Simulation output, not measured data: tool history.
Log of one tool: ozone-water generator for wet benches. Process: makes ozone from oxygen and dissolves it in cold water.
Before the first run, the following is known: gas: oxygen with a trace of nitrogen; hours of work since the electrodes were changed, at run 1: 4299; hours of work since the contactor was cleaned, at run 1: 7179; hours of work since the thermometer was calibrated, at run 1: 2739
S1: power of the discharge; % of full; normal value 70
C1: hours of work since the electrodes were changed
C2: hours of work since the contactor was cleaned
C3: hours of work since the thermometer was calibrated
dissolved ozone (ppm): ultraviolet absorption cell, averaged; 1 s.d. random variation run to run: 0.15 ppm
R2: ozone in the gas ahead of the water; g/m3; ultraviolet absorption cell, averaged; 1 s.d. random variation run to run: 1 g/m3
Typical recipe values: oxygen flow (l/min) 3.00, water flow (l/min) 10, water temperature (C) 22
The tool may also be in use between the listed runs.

Run 1, day 0.000: usual settings; C1 4299; C2 7179; C3 2739. Result: dissolved ozone (ppm) 16.1, R2 157.4 g/m3.
Run 2, day 5.325: usual settings but S1 72 % of full; C1 4417; C2 7298; C3 2857. Result: dissolved ozone (ppm) 16.1, R2 160.0 g/m3.
Run 3, day 10.742: usual settings but S1 72 % of full; C1 4538; C2 7418; C3 2978. Result: dissolved ozone (ppm) 15.9, R2 160.6 g/m3.
Run 4, day 15.946: usual settings but S1 72 % of full; C1 4654; C2 7534; C3 3094. Result: dissolved ozone (ppm) 16.0, R2 162.4 g/m3.
Run 5, day 21.717: usual settings but S1 72 % of full; C1 4783; C2 7663; C3 3223. Result: dissolved ozone (ppm) 16.0, R2 160.2 g/m3.
Run 6, day 26.388: usual settings but S1 72 % of full; C1 4887; C2 7767; C3 3327. Result: dissolved ozone (ppm) 15.9, R2 159.8 g/m3.
Run 7, day 31.267: usual settings but S1 72 % of full; C1 4996; C2 7876; C3 3436. Result: dissolved ozone (ppm) 15.8, R2 159.5 g/m3.
Run 8, day 35.375: usual settings but S1 72 % of full; C1 5088; C2 7968; C3 3528. Result: dissolved ozone (ppm) 15.6, R2 157.5 g/m3.
Run 9, day 42.042: usual settings; C1 5236; C2 8117; C3 3676. Result: dissolved ozone (ppm) 15.5, R2 155.6 g/m3.
Run 10, day 46.921: usual settings; C1 5345; C2 8225; C3 3785. Result: dissolved ozone (ppm) 15.8, R2 153.8 g/m3.
Run 11, day 50.738: usual settings; C1 5430; C2 8310; C3 3870. Result: dissolved ozone (ppm) 15.7, R2 155.6 g/m3.
Run 12, day 54.400: usual settings; C1 5512; C2 8392; C3 3952. Result: dissolved ozone (ppm) 15.4, R2 154.1 g/m3.
Run 13, day 61.454: usual settings; C1 5669; C2 8550; C3 4109. Result: dissolved ozone (ppm) 15.3, R2 152.5 g/m3.
Run 14, day 65.983: usual settings; C1 5770; C2 8650; C3 4210. Result: dissolved ozone (ppm) 15.4, R2 152.3 g/m3.
Run 15, day 73.246: usual settings but oxygen flow (l/min) 4.69, water flow (l/min) 13; C1 5932; C2 8813; C3 4372. Result: dissolved ozone (ppm) 11.6, R2 113.6 g/m3.
Run 16, day 77.012: usual settings but S1 80 % of full, oxygen flow (l/min) 4.69, water flow (l/min) 6, water temperature (C) 19; C1 6016; C2 8897; C3 4456. Result: dissolved ozone (ppm) 21.0, R2 123.8 g/m3.
At day 77.675: contactor cleaned.
Run 17, day 84.667: usual settings but water flow (l/min) 9, water temperature (C) 14; C1 6183; C2 156; C3 4623. Result: dissolved ozone (ppm) 17.5, R2 152.1 g/m3.
Run 18, day 88.704: usual settings but S1 58 % of full; C1 6273; C2 246; C3 4713. Result: dissolved ozone (ppm) 12.7, R2 134.5 g/m3.
At day 92.004: contactor cleaned, once more.
Run 19, day 93.625: usual settings but S1 45 % of full, water flow (l/min) 14; C1 6379; C2 36; C3 4819. Result: dissolved ozone (ppm) 9.2, R2 111.7 g/m3.
Run 20, day 97.521: usual settings but S1 45 % of full, water flow (l/min) 14; C1 6466; C2 123; C3 4906. Result: dissolved ozone (ppm) 9.3, R2 112.0 g/m3.
At day 101.621: water thermometer calibrated.
Run 21, day 103.258: usual settings but water flow (l/min) 12; C1 6594; C2 251; C3 36. Result: dissolved ozone (ppm) 13.9, R2 149.9 g/m3.
Run 22, day 110.754: usual settings but S1 77 % of full, oxygen flow (l/min) 2.69; C1 6761; C2 418; C3 204. Result: dissolved ozone (ppm) 17.3, R2 171.4 g/m3.
Run 23, day 116.504: usual settings but S1 77 % of full, oxygen flow (l/min) 2.69, water flow (l/min) 8, water temperature (C) 14; C1 6889; C2 546; C3 332. Result: dissolved ozone (ppm) 22.5, R2 170.8 g/m3.
Run 24, day 123.250: usual settings but S1 77 % of full, oxygen flow (l/min) 2.69, water flow (l/min) 8, water temperature (C) 14; C1 7040; C2 697; C3 482. Result: dissolved ozone (ppm) 22.7, R2 169.8 g/m3.
Run 25, day 128.529: usual settings but S1 77 % of full, oxygen flow (l/min) 3.78, water flow (l/min) 6, water temperature (C) 14; C1 7158; C2 814; C3 600. Result: dissolved ozone (ppm) 25.1, R2 135.0 g/m3.
Run 26, day 131.783: usual settings but S1 89 % of full, oxygen flow (l/min) 3.63, water temperature (C) 19; C1 7230; C2 887; C3 673. Result: dissolved ozone (ppm) 18.8, R2 154.8 g/m3.
Run 27, day 137.404: usual settings but S1 51 % of full; C1 7355; C2 1012; C3 798. Result: dissolved ozone (ppm) 12.8, R2 120.3 g/m3.

Predict each of these 5 candidate next runs independently; none follows another, all start after run 27:
Run A, day 143.383: usual settings but S1 99 % of full, oxygen flow (l/min) 4.09, water temperature (C) 28; C1 7489; C2 1146; C3 931. Result: dissolved ozone (ppm) ?, R2 ?.
Run B, day 143.383: usual settings but oxygen flow (l/min) 2.03, water flow (l/min) 9; C1 7489; C2 1146; C3 931. Result: dissolved ozone (ppm) ?, R2 ?.
Run C, day 143.383: usual settings but S1 51 % of full, water temperature (C) 15; C1 7489; C2 1146; C3 931. Result: dissolved ozone (ppm) ?, R2 ?.
Run D, day 143.383: usual settings but S1 44 % of full, oxygen flow (l/min) 2.14, water temperature (C) 24; C1 7489; C2 1146; C3 931. Result: dissolved ozone (ppm) ?, R2 ?.
Run E, day 143.383: usual settings but S1 41 % of full, water flow (l/min) 8, water temperature (C) 28; C1 7489; C2 1146; C3 931. Result: dissolved ozone (ppm) ?, R2 ?.

run  dissolved ozone (ppm)     R2
  A                   16.4  152.3
  B                   17.8  188.5
  C                   13.9  119.6
  D                   11.7  135.4
  E                   11.5  103.2
With no hidden state in the tool, these same runs would have given:
run  dissolved ozone (ppm)     R2
  A                   20.1  185.0
  B                   20.9  220.5
  C                   15.9  135.0
  D                   13.1  150.3
  E                   12.8  113.8

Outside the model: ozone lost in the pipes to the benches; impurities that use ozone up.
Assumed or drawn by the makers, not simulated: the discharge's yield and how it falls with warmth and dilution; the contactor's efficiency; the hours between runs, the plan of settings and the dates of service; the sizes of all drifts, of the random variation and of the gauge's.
